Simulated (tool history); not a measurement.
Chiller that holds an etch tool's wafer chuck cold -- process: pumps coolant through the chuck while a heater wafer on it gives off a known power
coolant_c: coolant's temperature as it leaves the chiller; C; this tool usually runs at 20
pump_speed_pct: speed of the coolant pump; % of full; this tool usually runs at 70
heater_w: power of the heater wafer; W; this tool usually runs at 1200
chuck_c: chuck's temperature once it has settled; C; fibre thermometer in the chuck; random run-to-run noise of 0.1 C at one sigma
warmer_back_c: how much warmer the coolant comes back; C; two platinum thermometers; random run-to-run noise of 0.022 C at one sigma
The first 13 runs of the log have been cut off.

| run | hour | coolant_c | pump_speed_pct | heater_w | chuck_c | warmer_back_c |
|---|---|---|---|---|---|---|
| 14 | 1001.7 | 20 | 70 | 1200 | 33 | 3.81 |
| 15 | 1088.4 | 19 | 70 | 1200 | 31.8 | 3.84 |
| 16 | 1193.8 | 19 | 70 | 1200 | 32 | 3.84 |
| 17 | 1247.6 | 19 | 70 | 1200 | 32.1 | 3.85 |
| 18 | 1326.3 | 19 | 70 | 1200 | 32 | 3.82 |
| 19 | 1393.8 | 13 | 70 | 1767 | 32.1 | 5.65 |
| 20 | 1458.8 | 19 | 81 | 864 | 27.5 | 2.39 |
| 21 | 1540.1 | 19 | 81 | 1428 | 33 | 3.89 |
| 22 | 1591.5 | 19 | 75 | 1428 | 33.8 | 4.28 |
| 23 | 1673.8 | 19 | 75 | 1428 | 33.9 | 4.27 |
| 24 | 1763.3 | 15 | 70 | 1200 | 28 | 3.87 |
| 25 | 1858.2 | 20 | 78 | 1273 | 32.9 | 3.68 |
| 26 | 1956.7 | 20 | 78 | 1273 | 32.9 | 3.71 |
|  | 1963.6 | chiller's thermometer calibrated |
| 27 | 2014.2 | 20 | 89 | 877 | 28.1 | 2.26 |
| 28 | 2057.8 | 26 | 94 | 1200 | 36.6 | 2.9 |
| 29 | 2148.2 | 26 | 94 | 1200 | 36.8 | 2.91 |
| 30 | 2215.7 | 30 | 64 | 826 | 39.6 | 2.96 |
| 31 | 2263.8 | 30 | 74 | 826 | 38.6 | 2.62 |

Below are 5 alternative next runs, each starting from the tool's condition after run 31. Predict each:
| A | 2335.5 | 30 | 74 | 987 | ? | ? |
| B | 2335.5 | 20 | 70 | 1269 | ? | ? |
| C | 2335.5 | 18 | 95 | 1340 | ? | ? |
| D | 2335.5 | 13 | 74 | 727 | ? | ? |
| E | 2335.5 | 15 | 81 | 733 | ? | ? |

| run | chuck_c | warmer_back_c |
|---|---|---|
| A | 40.4 | 3.07 |
| B | 33.7 | 4.15 |
| C | 29.8 | 3.21 |
| D | 20.8 | 2.34 |
| E | 22.3 | 2.14 |
With no hidden state in the tool, these same runs would have given:
| run | chuck_c | warmer_back_c |
|---|---|---|
| A | 40.4 | 2.91 |
| B | 33.7 | 3.99 |
| C | 29.8 | 3.06 |
| D | 20.8 | 2.18 |
| E | 22.2 | 1.99 |
